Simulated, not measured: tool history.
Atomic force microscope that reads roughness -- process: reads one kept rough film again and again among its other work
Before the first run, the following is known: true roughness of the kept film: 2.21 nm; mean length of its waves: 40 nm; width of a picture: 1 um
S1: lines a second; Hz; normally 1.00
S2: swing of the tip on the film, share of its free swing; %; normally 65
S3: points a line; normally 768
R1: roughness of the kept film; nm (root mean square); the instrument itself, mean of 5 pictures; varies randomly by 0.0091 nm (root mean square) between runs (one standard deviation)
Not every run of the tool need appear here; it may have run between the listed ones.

Run 1, hour 0.0: usual settings. Result: R1 2.000 nm (root mean square).
Run 2, hour 12.5: usual settings but S2 69 %. Result: R1 1.911 nm (root mean square).
Run 3, hour 27.6: usual settings but S2 69 %. Result: R1 1.817 nm (root mean square).
At hour 36.5: new tip fitted.
Run 4, hour 47.0: usual settings but S2 69 %. Result: R1 1.931 nm (root mean square).
Run 5, hour 64.7: usual settings. Result: R1 1.844 nm (root mean square).
At hour 75.2: new tip fitted.
Run 6, hour 77.3: usual settings but S1 3.28 Hz. Result: R1 1.891 nm (root mean square).
Run 7, hour 93.0: usual settings but S1 3.28 Hz. Result: R1 1.778 nm (root mean square).
Run 8, hour 103.3: usual settings but S1 3.28 Hz. Result: R1 1.728 nm (root mean square).
At hour 113.8: new tip fitted.
Run 9, hour 121.4: usual settings but S1 3.28 Hz. Result: R1 1.842 nm (root mean square).
Run 10, hour 140.5: usual settings but S3 566. Result: R1 1.840 nm (root mean square).
At hour 153.6: new tip fitted.
Run 11, hour 153.6: usual settings but S3 566. Result: R1 2.033 nm (root mean square).
Run 12, hour 166.1: usual settings but S3 566. Result: R1 1.929 nm (root mean square).
Run 13, hour 180.7: usual settings. Result: R1 1.835 nm (root mean square).
At hour 192.2: new tip fitted.
Run 14, hour 193.3: usual settings. Result: R1 2.010 nm (root mean square).
Run 15, hour 206.8: usual settings but S3 277. Result: R1 1.929 nm (root mean square).
Run 16, hour 223.0: usual settings but S1 3.76 Hz, S2 71 %, S3 681. Result: R1 1.613 nm (root mean square).
At hour 231.9: new tip fitted.
Run 17, hour 241.5: usual settings but S1 3.76 Hz, S2 71 %, S3 681. Result: R1 1.721 nm (root mean square).
Run 18, hour 254.8: usual settings but S1 3.76 Hz, S2 71 %, S3 681. Result: R1 1.681 nm (root mean square).
Run 19, hour 267.5: usual settings but S1 2.02 Hz, S2 60 %, S3 303. Result: R1 1.767 nm (root mean square).
At hour 270.4: new tip fitted.
Run 20, hour 279.7: usual settings but S1 2.02 Hz, S2 60 %, S3 303. Result: R1 1.938 nm (root mean square).

Estimate the outcome of run 21 from the log above:
Run 21, hour 291.2: usual settings but S1 0.82 Hz, S2 64 %, S3 275. Result: R1 ?.

Logged for run 21: R1 1.894 nm (root mean square).
The same run, on a tool lacking any hidden state, would have yielded R1 2.036 nm (root mean square).
